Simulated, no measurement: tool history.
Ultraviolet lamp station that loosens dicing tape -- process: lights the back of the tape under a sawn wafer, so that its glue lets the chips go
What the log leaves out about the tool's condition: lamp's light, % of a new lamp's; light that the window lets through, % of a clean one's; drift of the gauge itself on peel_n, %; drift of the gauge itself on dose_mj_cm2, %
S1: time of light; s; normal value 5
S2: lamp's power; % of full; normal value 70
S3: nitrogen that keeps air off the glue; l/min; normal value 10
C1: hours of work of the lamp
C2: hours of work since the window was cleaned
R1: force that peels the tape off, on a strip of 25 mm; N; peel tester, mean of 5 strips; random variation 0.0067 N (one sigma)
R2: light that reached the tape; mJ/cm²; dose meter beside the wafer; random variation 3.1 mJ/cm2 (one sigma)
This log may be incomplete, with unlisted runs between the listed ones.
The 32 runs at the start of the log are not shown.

Run 33, hour 638.0: usual settings but S1 8 s, S2 94 % of full; C1 453; C2 255. Result: R1 0.208 N, R2 1029 mJ/cm².
Run 34, hour 652.5: usual settings but S1 3 s, S2 93 % of full, S3 17 l/min; C1 463; C2 265. Result: R1 0.322 N, R2 377 mJ/cm².
Run 35, hour 675.7: usual settings but S2 76 % of full, S3 14 l/min; C1 479; C2 280. Result: R1 0.240 N, R2 520 mJ/cm².
Run 36, hour 689.1: usual settings but S1 7 s, S2 68 % of full, S3 4 l/min; C1 488; C2 290. Result: R1 0.250 N, R2 654 mJ/cm².
Run 37, hour 709.7: usual settings but S1 7 s, S2 68 % of full, S3 4 l/min; C1 502; C2 304. Result: R1 0.271 N, R2 656 mJ/cm².
Run 38, hour 731.8: usual settings but S1 7 s, S2 68 % of full, S3 4 l/min; C1 517; C2 319. Result: R1 0.255 N, R2 652 mJ/cm².
Run 39, hour 758.8: usual settings but S1 7 s, S2 68 % of full, S3 11 l/min; C1 535; C2 337. Result: R1 0.227 N, R2 655 mJ/cm².
Run 40, hour 783.6: usual settings but S1 7 s, S2 68 % of full, S3 11 l/min; C1 552; C2 354. Result: R1 0.223 N, R2 655 mJ/cm².
Run 41, hour 797.2: usual settings but S1 9 s, S2 68 % of full; C1 561; C2 363. Result: R1 0.226 N, R2 835 mJ/cm².
Run 42, hour 820.1: usual settings but S3 8 l/min; C1 577; C2 379. Result: R1 0.289 N, R2 470 mJ/cm².
Run 43, hour 836.3: usual settings but S3 8 l/min; C1 588; C2 390. Result: R1 0.297 N, R2 476 mJ/cm².
Run 44, hour 861.0: usual settings but S1 3 s, S2 74 % of full, S3 9 l/min; C1 605; C2 406. Result: R1 0.498 N, R2 305 mJ/cm².

Below are 3 alternative next runs, each starting from the tool's condition after run 44. Predict each:
Run A, hour 877.1: usual settings but S1 3 s, S2 74 % of full, S3 9 l/min; C1 616; C2 417. Result: R1 ?, R2 ?.
Run B, hour 877.1: usual settings but S2 66 % of full; C1 616; C2 417. Result: R1 ?, R2 ?.
Run C, hour 877.1: usual settings but S1 3 s, S2 79 % of full, S3 9 l/min; C1 616; C2 417. Result: R1 ?, R2 ?.

run     R1   R2
  A  0.492  300
  B  0.292  449
  C  0.435  322
The same runs, with their run-to-run variation unchanged, on a tool lacking any hidden condition would have given:
run     R1   R2
  A  0.489  302
  B  0.291  451
  C  0.433  323

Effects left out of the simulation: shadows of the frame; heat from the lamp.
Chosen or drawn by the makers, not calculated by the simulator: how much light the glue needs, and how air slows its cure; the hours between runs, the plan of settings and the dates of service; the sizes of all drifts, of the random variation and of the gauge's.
